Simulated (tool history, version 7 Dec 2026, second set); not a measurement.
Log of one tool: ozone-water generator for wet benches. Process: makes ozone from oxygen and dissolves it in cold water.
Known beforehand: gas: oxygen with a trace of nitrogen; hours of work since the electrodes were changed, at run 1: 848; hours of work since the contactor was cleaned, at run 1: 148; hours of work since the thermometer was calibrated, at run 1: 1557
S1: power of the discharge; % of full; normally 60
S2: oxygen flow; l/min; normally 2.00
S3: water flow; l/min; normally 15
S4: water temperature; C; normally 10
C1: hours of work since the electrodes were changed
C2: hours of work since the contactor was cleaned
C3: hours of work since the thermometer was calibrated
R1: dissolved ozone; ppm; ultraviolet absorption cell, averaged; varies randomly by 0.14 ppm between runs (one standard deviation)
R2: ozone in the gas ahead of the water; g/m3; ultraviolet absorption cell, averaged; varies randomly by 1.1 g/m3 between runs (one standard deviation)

run 1 day=0.000 | S1=60 S2=2.00 S3=15 S4=10 | C1=848 C2=148 C3=1557 | R1=14.6 R2=188.0
run 2 day=2.675 | S1=60 S2=2.00 S3=15 S4=10 | C1=897 C2=197 C3=1606 | R1=14.7 R2=189.3
run 3 day=4.779 | S1=60 S2=2.00 S3=15 S4=10 | C1=936 C2=236 C3=1644 | R1=14.5 R2=186.3
run 4 day=8.350 | S1=60 S2=2.00 S3=15 S4=10 | C1=1001 C2=301 C3=1710 | R1=14.5 R2=186.8
run 5 day=10.896 | S1=78 S2=2.00 S3=15 S4=10 | C1=1048 C2=348 C3=1757 | R1=17.5 R2=224.7
run 6 day=14.983 | S1=78 S2=2.00 S3=15 S4=8 | C1=1123 C2=423 C3=1831 | R1=17.8 R2=226.3
run 7 day=17.921 | S1=52 S2=2.00 S3=15 S4=10 | C1=1177 C2=477 C3=1885 | R1=13.0 R2=167.0
run 8 day=19.671 | S1=60 S2=2.00 S3=15 S4=18 | C1=1209 C2=509 C3=1917 | R1=13.4 R2=183.5
run 9 day=21.642 | S1=60 S2=2.00 S3=15 S4=9 | C1=1245 C2=545 C3=1953 | R1=14.3 R2=184.1
run 10 day=24.283 | S1=60 S2=2.00 S3=15 S4=10 | C1=1293 C2=593 C3=2002 | R1=14.4 R2=183.1
run 11 day=27.533 | S1=60 S2=2.00 S3=15 S4=10 | C1=1353 C2=653 C3=2061 | R1=14.2 R2=183.4
run 12 day=31.162 | S1=60 S2=2.00 S3=15 S4=10 | C1=1419 C2=719 C3=2128 | R1=14.1 R2=180.1
run 13 day=33.733 | S1=60 S2=2.00 S3=15 S4=10 | C1=1467 C2=766 C3=2175 | R1=14.0 R2=182.7
run 14 day=37.071 | S1=60 S2=2.00 S3=23 S4=10 | C1=1528 C2=828 C3=2236 | R1=9.0 R2=179.2
run 15 day=40.017 | S1=60 S2=2.00 S3=23 S4=10 | C1=1582 C2=881 C3=2290 | R1=8.8 R2=178.6
run 16 day=43.317 | S1=60 S2=2.00 S3=23 S4=10 | C1=1642 C2=942 C3=2351 | R1=8.8 R2=180.6
run 17 day=46.425 | S1=60 S2=2.00 S3=23 S4=10 | C1=1699 C2=999 C3=2408 | R1=8.7 R2=179.2
run 18 day=49.775 | S1=60 S2=2.00 S3=23 S4=10 | C1=1761 C2=1060 C3=2469 | R1=8.4 R2=178.8
run 19 day=52.296 | S1=60 S2=2.00 S3=23 S4=10 | C1=1807 C2=1107 C3=2515 | R1=8.8 R2=176.4
run 20 day=56.267 | S1=91 S2=2.00 S3=23 S4=10 | C1=1879 C2=1179 C3=2588 | R1=11.4 R2=236.2
run 21 day=59.292 | S1=54 S2=3.34 S3=20 S4=6 | C1=1935 C2=1235 C3=2643 | R1=11.2 R2=132.2
run 22 day=62.346 | S1=50 S2=3.34 S3=20 S4=6 | C1=1991 C2=1291 C3=2699 | R1=10.9 R2=125.6
run 23 day=65.679 | S1=50 S2=3.34 S3=20 S4=6 | C1=2052 C2=1352 C3=2761 | R1=10.7 R2=127.2
run 24 day=67.350 | S1=44 S2=1.30 S3=15 S4=10 | C1=2083 C2=1382 C3=2791 | R1=9.3 R2=168.2
run 25 day=71.138 | S1=60 S2=2.87 S3=18 S4=10 | C1=2152 C2=1452 C3=2861 | R1=12.5 R2=151.9
run 26 day=74.821 | S1=60 S2=3.08 S3=22 S4=10 | C1=2219 C2=1519 C3=2928 | R1=10.2 R2=145.7
run 27 day=78.854 | S1=54 S2=3.08 S3=18 S4=10 | C1=2293 C2=1593 C3=3002 | R1=11.9 R2=135.3
run 28 day=82.108 | S1=40 S2=3.20 S3=18 S4=12 | C1=2353 C2=1653 C3=3062 | R1=9.4 R2=109.3
run 29 day=84.471 | S1=60 S2=1.64 S3=15 S4=7 | C1=2396 C2=1696 C3=3105 | R1=12.2 R2=187.5
run 30 day=86.608 | S1=42 S2=3.21 S3=13 S4=7 | C1=2435 C2=1735 C3=3144 | R1=13.8 R2=113.0
run 31 day=89.479 | S1=42 S2=3.21 S3=13 S4=7 | C1=2488 C2=1788 C3=3197 | R1=13.9 R2=111.9
run 32 day=91.408 | S1=42 S2=3.21 S3=13 S4=7 | C1=2524 C2=1823 C3=3232 | R1=13.6 R2=112.3

Consider 5 possible next runs. They are alternatives, not a sequence: every one starts from the tool as it was left by run 32. What does each give?
run A day=94.571 | S1=72 S2=3.21 S3=15 S4=13 | C1=2581 C2=1881 C3=3290 | R1=? R2=?
run B day=94.571 | S1=67 S2=3.21 S3=12 S4=7 | C1=2581 C2=1881 C3=3290 | R1=? R2=?
run C day=94.571 | S1=60 S2=1.80 S3=15 S4=17 | C1=2581 C2=1881 C3=3290 | R1=? R2=?
run D day=94.571 | S1=55 S2=3.21 S3=12 S4=7 | C1=2581 C2=1881 C3=3290 | R1=? R2=?
run E day=94.571 | S1=42 S2=3.21 S3=13 S4=7 | C1=2581 C2=1881 C3=3290 | R1=? R2=?

run=A R1=16.2 R2=157.4
run=B R1=20.0 R2=150.9
run=C R1=11.8 R2=177.1
run=D R1=17.6 R2=133.5
run=E R1=13.5 R2=111.6
Without the tool's unlogged condition, the same runs would have read:
run=A R1=20.1 R2=186.4
run=B R1=24.5 R2=177.1
run=C R1=14.2 R2=204.9
run=D R1=21.0 R2=153.0
run=E R1=15.7 R2=123.9
